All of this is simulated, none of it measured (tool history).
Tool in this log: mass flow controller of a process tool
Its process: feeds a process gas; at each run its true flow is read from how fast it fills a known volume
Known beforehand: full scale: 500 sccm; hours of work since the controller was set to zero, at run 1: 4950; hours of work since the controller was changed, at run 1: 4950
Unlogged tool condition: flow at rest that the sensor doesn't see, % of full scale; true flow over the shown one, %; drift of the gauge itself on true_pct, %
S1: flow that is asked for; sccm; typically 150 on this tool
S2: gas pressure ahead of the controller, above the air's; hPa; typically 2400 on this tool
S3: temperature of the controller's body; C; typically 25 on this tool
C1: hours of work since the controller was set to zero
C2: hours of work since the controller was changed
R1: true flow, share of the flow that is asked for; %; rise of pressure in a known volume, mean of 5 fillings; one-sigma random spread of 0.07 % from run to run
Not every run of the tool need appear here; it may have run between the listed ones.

| run | hour | S1 | S2 | S3 | C1 | C2 | R1 |
|---|---|---|---|---|---|---|---|
| 1 | 0 | 150 | 2400 | 25 | 4950 | 4950 | 95 |
| 2 | 144.7 | 150 | 2400 | 25 | 5060 | 5060 | 94.88 |
| 3 | 295.4 | 150 | 2130 | 25 | 5175 | 5175 | 94.82 |
| 4 | 443.8 | 150 | 2130 | 25 | 5287 | 5287 | 94.64 |
| 5 | 619.3 | 150 | 2130 | 25 | 5421 | 5421 | 94.5 |
| 6 | 762.1 | 150 | 2130 | 25 | 5529 | 5529 | 94.44 |
| 7 | 843.2 | 150 | 2110 | 25 | 5591 | 5591 | 94.44 |
| 8 | 925.7 | 150 | 2110 | 25 | 5653 | 5653 | 94.35 |
| 9 | 1015.8 | 150 | 2110 | 25 | 5722 | 5722 | 94.25 |
| 10 | 1109.1 | 150 | 2110 | 25 | 5793 | 5793 | 94.25 |
| 11 | 1248.8 | 150 | 2110 | 25 | 5899 | 5899 | 94.25 |
| 12 | 1368.5 | 150 | 2400 | 24 | 5990 | 5990 | 94.39 |
| 13 | 1485.1 | 150 | 2400 | 24 | 6078 | 6078 | 94.32 |
| 14 | 1569.8 | 150 | 2400 | 24 | 6143 | 6143 | 94.2 |
| 15 | 1733.5 | 150 | 1600 | 24 | 6267 | 6267 | 93.64 |
| 16 | 1822 | 150 | 2720 | 24 | 6334 | 6334 | 94.18 |
| 17 | 1931.3 | 150 | 2720 | 24 | 6417 | 6417 | 94.22 |
| 18 | 2063.6 | 150 | 2210 | 25 | 6518 | 6518 | 93.98 |
| 19 | 2209.2 | 150 | 2210 | 25 | 6628 | 6628 | 93.69 |
| 20 | 2291.6 | 150 | 2210 | 25 | 6691 | 6691 | 93.71 |
| 21 | 2430.1 | 150 | 2210 | 25 | 6796 | 6796 | 93.57 |
| 22 | 2525.5 | 150 | 2400 | 26 | 6869 | 6869 | 93.6 |
| 23 | 2675.2 | 210 | 2400 | 25 | 6982 | 6982 | 94.85 |
| 24 | 2797.2 | 150 | 2400 | 32 | 7075 | 7075 | 93.07 |
| 25 | 2873.9 | 150 | 2400 | 32 | 7133 | 7133 | 93.07 |
| 26 | 3028.4 | 248 | 1650 | 25 | 7251 | 7251 | 94.83 |
| 27 | 3136.7 | 150 | 1750 | 25 | 7333 | 7333 | 93.06 |
| 28 | 3283.8 | 150 | 2550 | 26 | 7445 | 7445 | 93.17 |
| 29 | 3376.9 | 155 | 2700 | 29 | 7515 | 7515 | 93.15 |
| 30 | 3498.4 | 454 | 2400 | 32 | 7608 | 7608 | 96.61 |
|  | 3509 | controller's zero set anew |
| 31 | 3664.6 | 83 | 2400 | 32 | 118 | 7733 | 87.98 |
| 32 | 3766.9 | 83 | 1600 | 32 | 196 | 7811 | 87.48 |
| 33 | 3931.7 | 83 | 1600 | 32 | 321 | 7936 | 87.3 |
| 34 | 4011.1 | 83 | 1600 | 32 | 381 | 7997 | 87.17 |
| 35 | 4086.7 | 150 | 2390 | 24 | 439 | 8054 | 92.13 |
|  | 4096.5 | controller's zero set anew, once more |
| 36 | 4239.1 | 150 | 2390 | 24 | 108 | 8169 | 96.7 |
| 37 | 4339.5 | 150 | 1740 | 25 | 185 | 8246 | 96.32 |
| 38 | 4486.9 | 131 | 2050 | 25 | 297 | 8358 | 96.27 |
| 39 | 4576.1 | 63 | 2050 | 39 | 364 | 8425 | 94.69 |
| 40 | 4686.6 | 63 | 2050 | 39 | 448 | 8509 | 94.42 |
| 41 | 4801.1 | 125 | 2170 | 25 | 535 | 8596 | 96.04 |
| 42 | 4888.9 | 116 | 2310 | 29 | 602 | 8663 | 95.76 |
| 43 | 5024.7 | 127 | 2160 | 27 | 705 | 8766 | 95.93 |
| 44 | 5135 | 63 | 2160 | 27 | 789 | 8850 | 94.84 |
| 45 | 5224 | 150 | 2400 | 20 | 856 | 8917 | 96.49 |
| 46 | 5302.4 | 247 | 1930 | 23 | 916 | 8977 | 96.58 |
| 47 | 5408.4 | 69 | 2380 | 34 | 997 | 9058 | 94.48 |

How the hidden state differs across the entries between the runs, from the last listed run before each to the first after it:
In the gap between runs 30 and 31: controller's zero set anew (hour 3509)
  flow at rest that the sensor doesn't see, % of full scale: -1.126 -> -1.336; true flow over the shown one, %: -1.56 -> -1.59
  measured result minus the result with no hidden state, R1: -2.81 -> -9.64 %
In the gap between runs 35 and 36: controller's zero set anew, once more (hour 4096.5)
  flow at rest that the sensor doesn't see, % of full scale: -1.386 -> -0.024; true flow over the shown one, %: -1.65 -> -1.67
  measured result minus the result with no hidden state, R1: -6.28 -> -1.75 %
